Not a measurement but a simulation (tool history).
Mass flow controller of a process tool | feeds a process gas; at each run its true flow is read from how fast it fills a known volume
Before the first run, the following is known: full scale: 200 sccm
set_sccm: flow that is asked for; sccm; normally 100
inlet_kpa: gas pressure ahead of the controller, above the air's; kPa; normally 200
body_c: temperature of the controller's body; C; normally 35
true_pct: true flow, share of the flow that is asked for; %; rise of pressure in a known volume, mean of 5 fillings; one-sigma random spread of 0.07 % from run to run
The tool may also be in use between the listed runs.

Run 1, hour 0.0: usual settings. Result: true_pct 98.71 %.
Run 2, hour 125.9: usual settings. Result: true_pct 98.51 %.
Run 3, hour 266.0: usual settings. Result: true_pct 98.55 %.
Run 4, hour 346.9: usual settings. Result: true_pct 98.48 %.
Run 5, hour 462.2: usual settings but set_sccm 104 sccm. Result: true_pct 98.60 %.
Run 6, hour 540.1: usual settings but body_c 29 C. Result: true_pct 99.16 %.
Run 7, hour 686.5: usual settings. Result: true_pct 98.59 %.
Run 8, hour 831.7: usual settings but body_c 33 C. Result: true_pct 98.61 %.
Run 9, hour 975.4: usual settings but set_sccm 47 sccm, inlet_kpa 213 kPa, body_c 34 C. Result: true_pct 98.73 %.
Run 10, hour 1094.6: usual settings but set_sccm 29 sccm, inlet_kpa 164 kPa, body_c 34 C. Result: true_pct 98.35 %.
Run 11, hour 1185.4: usual settings but set_sccm 40 sccm, inlet_kpa 195 kPa, body_c 38 C. Result: true_pct 98.11 %.
Run 12, hour 1262.5: usual settings but set_sccm 74 sccm, inlet_kpa 161 kPa, body_c 39 C. Result: true_pct 97.77 %.
Run 13, hour 1350.8: usual settings but body_c 27 C. Result: true_pct 99.31 %.
Run 14, hour 1414.9: usual settings but set_sccm 144 sccm, inlet_kpa 181 kPa, body_c 29 C. Result: true_pct 99.08 %.
Run 15, hour 1535.0: usual settings but set_sccm 27 sccm, inlet_kpa 147 kPa, body_c 21 C. Result: true_pct 99.58 %.

5 options for the next run, each taken on its own from the tool as it stands now. Forecast them:
Run A, hour 1635.0: usual settings but set_sccm 128 sccm, inlet_kpa 272 kPa. Result: true_pct ?.
Run B, hour 1635.0: usual settings but set_sccm 40 sccm, inlet_kpa 157 kPa, body_c 28 C. Result: true_pct ?.
Run C, hour 1635.0: usual settings but inlet_kpa 275 kPa. Result: true_pct ?.
Run D, hour 1635.0: usual settings but inlet_kpa 271 kPa. Result: true_pct ?.
Run E, hour 1635.0: usual settings but set_sccm 41 sccm, inlet_kpa 147 kPa, body_c 36 C. Result: true_pct ?.

run  true_pct
  A     99.24
  B     98.78
  C     98.96
  D     99.00
  E     98.06
Without the tool's hidden state the same runs would have given:
run  true_pct
  A     99.18
  B     98.30
  C     98.84
  D     98.88
  E     97.58
